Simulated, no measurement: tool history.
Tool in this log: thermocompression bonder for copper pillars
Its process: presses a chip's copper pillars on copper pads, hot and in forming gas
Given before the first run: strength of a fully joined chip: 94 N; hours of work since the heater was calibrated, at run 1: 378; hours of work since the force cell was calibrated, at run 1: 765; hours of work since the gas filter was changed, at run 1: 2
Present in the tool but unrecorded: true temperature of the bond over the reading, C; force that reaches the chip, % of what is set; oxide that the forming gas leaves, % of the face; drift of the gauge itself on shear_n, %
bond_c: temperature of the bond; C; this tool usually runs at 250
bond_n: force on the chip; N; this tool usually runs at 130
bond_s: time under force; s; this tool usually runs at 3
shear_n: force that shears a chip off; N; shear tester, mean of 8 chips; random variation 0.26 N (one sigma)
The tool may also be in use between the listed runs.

run   hour  bond_c  bond_n  bond_s  hours of work since the heater was calibrated  hours of work since the force cell was calibrated  hours of work since the gas filter was changed  shear_n
  1      0     250     130       3                                            378                                                765                                               2     42.5
  2   30.7     262     130       3                                            393                                                780                                              17     50.5
  3   89.7     262     130       3                                            421                                                808                                              45     50.6
  4  147.1     250     130       3                                            449                                                836                                              73     41.9
  5  200.1     250     130       3                                            475                                                862                                              99     42.8
  6  250.6     250     130       3                                            499                                                886                                             123     41.9
  7  300.1     250     130       3                                            523                                                910                                             147     42.3
  8  365.8     250     130       3                                            554                                                942                                             179     42.3
  9  406.4     253     168       2                                            574                                                961                                             198     43.6
 10  473.9     264     153       2                                            607                                                994                                             231     49.3
 11  513.2     254     108       2                                            626                                               1013                                             250     34.9
 12  555.8     254     108       2                                            646                                               1033                                             270       35
 13  589.6     226     113       3                                            662                                               1050                                             287     24.3
 14    637     226     113       3                                            685                                               1073                                             310     24.5
 15  699.8     226     113       3                                            716                                               1103                                             340     24.9
       706  -- forming gas filter changed
 16  740.5     260     176       2                                            735                                               1122                                              17     50.3

Below, some changes in shear_n between adjacent runs. For each, the amount present without the hidden state too (settings, incoming material, random variation) and the amount remaining for the hidden state with gauge scatter not shared by both compared results:
Run 15 -> 16: bond_c 226 -> 260, bond_n 113 -> 176, bond_s 3 -> 2, forming gas filter changed. shear_n +25.4 N: hidden state +0.3, all else +25.1.

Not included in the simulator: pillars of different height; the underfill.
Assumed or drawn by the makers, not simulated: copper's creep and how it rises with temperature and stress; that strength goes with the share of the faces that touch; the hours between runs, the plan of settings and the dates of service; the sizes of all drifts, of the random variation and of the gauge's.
